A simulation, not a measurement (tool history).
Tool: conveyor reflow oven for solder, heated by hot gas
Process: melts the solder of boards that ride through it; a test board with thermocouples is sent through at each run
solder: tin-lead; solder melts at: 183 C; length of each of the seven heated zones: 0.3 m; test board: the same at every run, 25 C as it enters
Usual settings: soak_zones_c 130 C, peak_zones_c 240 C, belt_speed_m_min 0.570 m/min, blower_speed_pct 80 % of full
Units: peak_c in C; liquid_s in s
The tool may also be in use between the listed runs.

run 1 hour=0.0 | soak_zones_c=130 peak_zones_c=240 belt_speed_m_min=0.570 blower_speed_pct=80 | peak_c=228.4 liquid_s=52.2
run 2 hour=59.7 | soak_zones_c=130 peak_zones_c=240 belt_speed_m_min=0.570 blower_speed_pct=52 | peak_c=219.5 liquid_s=46.2
-- hour=119.3 flux residue cleaned out of gas plates and filters
run 3 hour=122.6 | soak_zones_c=130 peak_zones_c=240 belt_speed_m_min=0.570 blower_speed_pct=52 | peak_c=219.6 liquid_s=46.3
run 4 hour=190.3 | soak_zones_c=130 peak_zones_c=240 belt_speed_m_min=0.570 blower_speed_pct=52 | peak_c=219.3 liquid_s=46.5
run 5 hour=258.5 | soak_zones_c=130 peak_zones_c=240 belt_speed_m_min=0.570 blower_speed_pct=52 | peak_c=219.3 liquid_s=46.3
run 6 hour=324.7 | soak_zones_c=130 peak_zones_c=249 belt_speed_m_min=0.570 blower_speed_pct=52 | peak_c=227.2 liquid_s=50.7
run 7 hour=362.0 | soak_zones_c=130 peak_zones_c=249 belt_speed_m_min=0.570 blower_speed_pct=52 | peak_c=227.7 liquid_s=50.9
run 8 hour=428.5 | soak_zones_c=130 peak_zones_c=249 belt_speed_m_min=0.570 blower_speed_pct=52 | peak_c=227.8 liquid_s=50.8
run 9 hour=466.5 | soak_zones_c=130 peak_zones_c=230 belt_speed_m_min=0.570 blower_speed_pct=80 | peak_c=219.5 liquid_s=47.8
run 10 hour=498.6 | soak_zones_c=117 peak_zones_c=230 belt_speed_m_min=0.570 blower_speed_pct=80 | peak_c=217.9 liquid_s=44.1
-- hour=514.2 belt drive overhauled, speed set with a stopwatch
run 11 hour=551.9 | soak_zones_c=117 peak_zones_c=230 belt_speed_m_min=0.570 blower_speed_pct=80 | peak_c=217.9 liquid_s=43.8
run 12 hour=611.1 | soak_zones_c=117 peak_zones_c=230 belt_speed_m_min=0.570 blower_speed_pct=80 | peak_c=217.8 liquid_s=43.9
run 13 hour=640.4 | soak_zones_c=117 peak_zones_c=230 belt_speed_m_min=0.570 blower_speed_pct=80 | peak_c=217.9 liquid_s=43.8
run 14 hour=707.2 | soak_zones_c=117 peak_zones_c=230 belt_speed_m_min=0.570 blower_speed_pct=80 | peak_c=217.8 liquid_s=43.7
-- hour=741.8 flux residue cleaned out of gas plates and filters
run 15 hour=776.4 | soak_zones_c=117 peak_zones_c=230 belt_speed_m_min=0.570 blower_speed_pct=80 | peak_c=217.9 liquid_s=44.1
run 16 hour=832.9 | soak_zones_c=117 peak_zones_c=240 belt_speed_m_min=0.570 blower_speed_pct=75 | peak_c=225.9 liquid_s=48.1
run 17 hour=884.8 | soak_zones_c=135 peak_zones_c=229 belt_speed_m_min=0.496 blower_speed_pct=89 | peak_c=223.7 liquid_s=60.4
run 18 hour=919.3 | soak_zones_c=143 peak_zones_c=236 belt_speed_m_min=0.640 blower_speed_pct=82 | peak_c=224.3 liquid_s=47.3
run 19 hour=965.1 | soak_zones_c=138 peak_zones_c=240 belt_speed_m_min=0.506 blower_speed_pct=51 | peak_c=224.9 liquid_s=58.5
run 20 hour=997.3 | soak_zones_c=139 peak_zones_c=237 belt_speed_m_min=0.581 blower_speed_pct=80 | peak_c=226.4 liquid_s=52.5
run 21 hour=1067.7 | soak_zones_c=139 peak_zones_c=237 belt_speed_m_min=0.581 blower_speed_pct=80 | peak_c=226.3 liquid_s=52.4
run 22 hour=1132.2 | soak_zones_c=119 peak_zones_c=240 belt_speed_m_min=0.570 blower_speed_pct=80 | peak_c=227.2 liquid_s=49.2
-- hour=1185.0 thermocouples of zones 6 and 7 changed
run 23 hour=1193.4 | soak_zones_c=130 peak_zones_c=240 belt_speed_m_min=0.570 blower_speed_pct=71 | peak_c=226.2 liquid_s=50.8
run 24 hour=1257.7 | soak_zones_c=130 peak_zones_c=240 belt_speed_m_min=0.570 blower_speed_pct=71 | peak_c=226.3 liquid_s=50.7
run 25 hour=1302.6 | soak_zones_c=115 peak_zones_c=240 belt_speed_m_min=0.570 blower_speed_pct=71 | peak_c=224.1 liquid_s=46.1
run 26 hour=1350.6 | soak_zones_c=119 peak_zones_c=251 belt_speed_m_min=0.570 blower_speed_pct=75 | peak_c=236.0 liquid_s=52.8
-- hour=1364.9 flux residue cleaned out of gas plates and filters
run 27 hour=1386.1 | soak_zones_c=119 peak_zones_c=251 belt_speed_m_min=0.570 blower_speed_pct=75 | peak_c=236.0 liquid_s=53.1
run 28 hour=1426.9 | soak_zones_c=137 peak_zones_c=249 belt_speed_m_min=0.599 blower_speed_pct=63 | peak_c=231.0 liquid_s=52.0
run 29 hour=1456.8 | soak_zones_c=137 peak_zones_c=249 belt_speed_m_min=0.599 blower_speed_pct=63 | peak_c=231.2 liquid_s=52.2
run 30 hour=1504.5 | soak_zones_c=130 peak_zones_c=236 belt_speed_m_min=0.570 blower_speed_pct=80 | peak_c=224.4 liquid_s=50.5

Forecast each of these 3 alternatives for the next run:
run A hour=1554.7 | soak_zones_c=130 peak_zones_c=243 belt_speed_m_min=0.570 blower_speed_pct=66 | peak_c=? liquid_s=?
run B hour=1554.7 | soak_zones_c=131 peak_zones_c=228 belt_speed_m_min=0.570 blower_speed_pct=56 | peak_c=? liquid_s=?
run C hour=1554.7 | soak_zones_c=145 peak_zones_c=237 belt_speed_m_min=0.602 blower_speed_pct=80 | peak_c=? liquid_s=?

run=A peak_c=227.9 liquid_s=51.3
run=B peak_c=210.9 liquid_s=40.9
run=C peak_c=226.2 liquid_s=52.0
Without the tool's hidden state the same runs would have given:
run=A peak_c=227.9 liquid_s=51.3
run=B peak_c=210.9 liquid_s=40.9
run=C peak_c=226.2 liquid_s=51.9

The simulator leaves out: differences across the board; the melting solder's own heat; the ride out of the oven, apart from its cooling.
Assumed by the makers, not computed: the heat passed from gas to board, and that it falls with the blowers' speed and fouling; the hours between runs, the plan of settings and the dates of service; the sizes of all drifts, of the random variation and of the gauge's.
